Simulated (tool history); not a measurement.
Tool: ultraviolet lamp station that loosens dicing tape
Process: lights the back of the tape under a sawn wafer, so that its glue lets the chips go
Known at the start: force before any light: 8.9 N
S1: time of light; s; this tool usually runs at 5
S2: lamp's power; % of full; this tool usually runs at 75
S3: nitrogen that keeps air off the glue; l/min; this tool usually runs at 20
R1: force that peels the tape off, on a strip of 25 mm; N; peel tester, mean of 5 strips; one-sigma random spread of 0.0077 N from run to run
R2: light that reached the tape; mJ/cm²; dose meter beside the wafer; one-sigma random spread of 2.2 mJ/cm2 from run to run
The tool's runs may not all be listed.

Run 1, day 0.000: usual settings. Result: R1 0.429 N, R2 183 mJ/cm².
Run 2, day 0.621: usual settings. Result: R1 0.460 N, R2 177 mJ/cm².
Run 3, day 1.138: usual settings. Result: R1 0.439 N, R2 176 mJ/cm².
Run 4, day 1.750: usual settings but S2 68 % of full. Result: R1 0.589 N, R2 160 mJ/cm².
Run 5, day 2.117: usual settings but S2 63 % of full. Result: R1 0.693 N, R2 150 mJ/cm².
Run 6, day 2.521: usual settings but S2 67 % of full. Result: R1 0.592 N, R2 159 mJ/cm².
Run 7, day 2.962: usual settings but S2 67 % of full, S3 21 l/min. Result: R1 0.572 N, R2 155 mJ/cm².
Run 8, day 3.771: usual settings but S2 67 % of full, S3 21 l/min. Result: R1 0.576 N, R2 153 mJ/cm².
Run 9, day 4.138: usual settings but S2 67 % of full, S3 21 l/min. Result: R1 0.583 N, R2 156 mJ/cm².
Run 10, day 4.667: usual settings but S2 67 % of full, S3 21 l/min. Result: R1 0.601 N, R2 156 mJ/cm².
Run 11, day 5.100: usual settings but S2 67 % of full, S3 21 l/min. Result: R1 0.596 N, R2 157 mJ/cm².
Run 12, day 5.621: usual settings but S2 67 % of full, S3 21 l/min. Result: R1 0.602 N, R2 152 mJ/cm².
Run 13, day 6.346: usual settings but S2 67 % of full, S3 21 l/min. Result: R1 0.607 N, R2 155 mJ/cm².
At day 6.525: window cleaned of glue's vapour.
Run 14, day 7.021: usual settings but S2 67 % of full, S3 21 l/min. Result: R1 0.434 N, R2 171 mJ/cm².
Run 15, day 7.408: usual settings but S2 67 % of full, S3 21 l/min. Result: R1 0.436 N, R2 174 mJ/cm².
Run 16, day 7.858: usual settings but S2 67 % of full, S3 21 l/min. Result: R1 0.460 N, R2 174 mJ/cm².
Run 17, day 8.371: usual settings but S2 67 % of full, S3 21 l/min. Result: R1 0.440 N, R2 173 mJ/cm².
Run 18, day 8.738: usual settings but S2 67 % of full, S3 21 l/min. Result: R1 0.452 N, R2 170 mJ/cm².
Run 19, day 9.583: usual settings but S2 67 % of full, S3 21 l/min. Result: R1 0.467 N, R2 170 mJ/cm².
Run 20, day 10.329: usual settings but S2 67 % of full, S3 21 l/min. Result: R1 0.494 N, R2 162 mJ/cm².
Run 21, day 10.821: usual settings but S2 67 % of full, S3 21 l/min. Result: R1 0.463 N, R2 170 mJ/cm².
Run 22, day 11.667: usual settings but S2 67 % of full, S3 21 l/min. Result: R1 0.486 N, R2 167 mJ/cm².
Run 23, day 12.458: usual settings but S2 67 % of full, S3 18 l/min. Result: R1 0.573 N, R2 170 mJ/cm².
Run 24, day 13.071: usual settings but S2 67 % of full, S3 18 l/min. Result: R1 0.577 N, R2 165 mJ/cm².
Run 25, day 13.650: usual settings but S2 67 % of full, S3 18 l/min. Result: R1 0.595 N, R2 167 mJ/cm².

Forecast run 26:
Run 26, day 14.225: usual settings but S1 6 s, S2 85 % of full, S3 9 l/min. Result: R1 ?, R2 ?.

{"run 26": {"R1": 0.428, "R2": 247}}
Were there no unlogged condition in the tool, this run, its random variation unchanged, would have produced R1 0.314 N, R2 277 mJ/cm².
